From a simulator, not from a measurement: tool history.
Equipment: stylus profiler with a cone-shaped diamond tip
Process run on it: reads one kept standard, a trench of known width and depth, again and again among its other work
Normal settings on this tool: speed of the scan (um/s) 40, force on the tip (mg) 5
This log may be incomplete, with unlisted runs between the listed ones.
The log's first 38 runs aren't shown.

| run | hour | speed of the scan (um/s) | force on the tip (mg) | depth of the trench (nm) | width of the trench's floor (µm) |
|---|---|---|---|---|---|
| 39 | 674.7 | 154 | 8.36 | 203.92 | 98.1 |
| 40 | 691.5 | 92 | 4.13 | 202.45 | 98.11 |
| 41 | 710 | 71 | 4.13 | 202.65 | 98.14 |
| 42 | 725.1 | 13 | 5 | 202.62 | 98.2 |
| 43 | 738.8 | 32 | 2.63 | 201.93 | 98.24 |
| 44 | 753.1 | 22 | 2.99 | 201.89 | 98.23 |
| 45 | 769.2 | 22 | 2.99 | 202.1 | 98.18 |
| 46 | 791.9 | 40 | 6.35 | 203.21 | 98.17 |
| 47 | 809.3 | 102 | 8.51 | 204.02 | 98.19 |
| 48 | 834.5 | 102 | 8.51 | 203.93 | 98.15 |

Forecast each of these 3 alternatives for the next run:
| A | 851.8 | 127 | 8.51 | ? | ? |
| B | 851.8 | 159 | 7.78 | ? | ? |
| C | 851.8 | 11 | 2.89 | ? | ? |

| run | depth of the trench (nm) | width of the trench's floor (µm) |
|---|---|---|
| A | 204.06 | 98.15 |
| B | 203.84 | 98.14 |
| C | 201.85 | 98.18 |
With no hidden state in the tool, these same runs would have given:
| run | depth of the trench (nm) | width of the trench's floor (µm) |
|---|---|---|
| A | 204.08 | 98.15 |
| B | 203.86 | 98.14 |
| C | 201.87 | 98.19 |

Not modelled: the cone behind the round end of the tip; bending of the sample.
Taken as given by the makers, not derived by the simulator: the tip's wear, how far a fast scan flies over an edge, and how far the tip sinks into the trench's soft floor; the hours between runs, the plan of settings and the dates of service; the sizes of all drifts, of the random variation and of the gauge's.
